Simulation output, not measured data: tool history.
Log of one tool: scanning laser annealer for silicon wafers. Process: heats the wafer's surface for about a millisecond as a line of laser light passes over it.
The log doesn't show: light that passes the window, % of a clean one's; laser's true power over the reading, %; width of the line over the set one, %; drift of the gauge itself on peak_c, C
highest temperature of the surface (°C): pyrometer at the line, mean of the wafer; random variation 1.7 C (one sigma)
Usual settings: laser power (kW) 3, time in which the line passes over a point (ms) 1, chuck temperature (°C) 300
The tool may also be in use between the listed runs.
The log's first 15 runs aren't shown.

run	day	laser power (kW)	time in which the line passes over a point (ms)	chuck temperature (°C)	hours of work since the window was cleaned	hours of work since the power meter was calibrated	hours of work since the optics were aligned	highest temperature of the surface (°C)
16	15.721	3.261	1.09	302	712	603	630	1145
17	17.075	3.261	1.09	302	731	622	649	1141
18	18.075	3.261	1.09	302	745	636	663	1142
19	18.671	3.261	1.09	302	753	644	672	1141
20	19.267	3	1.16	300	762	653	680	1076
21	20.458	3	1.1	333	778	669	697	1087
22	21.55	3	1.1	333	794	685	712	1090
23	22.267	2.825	1	266	804	695	722	932

The next listed run, before its measurement:
24	23.579	3	1.25	323	822	713	740	?

Run 24 gave highest temperature of the surface (°C) 1127.
Without the tool's hidden state the same run would have given highest temperature of the surface (°C) 1167.

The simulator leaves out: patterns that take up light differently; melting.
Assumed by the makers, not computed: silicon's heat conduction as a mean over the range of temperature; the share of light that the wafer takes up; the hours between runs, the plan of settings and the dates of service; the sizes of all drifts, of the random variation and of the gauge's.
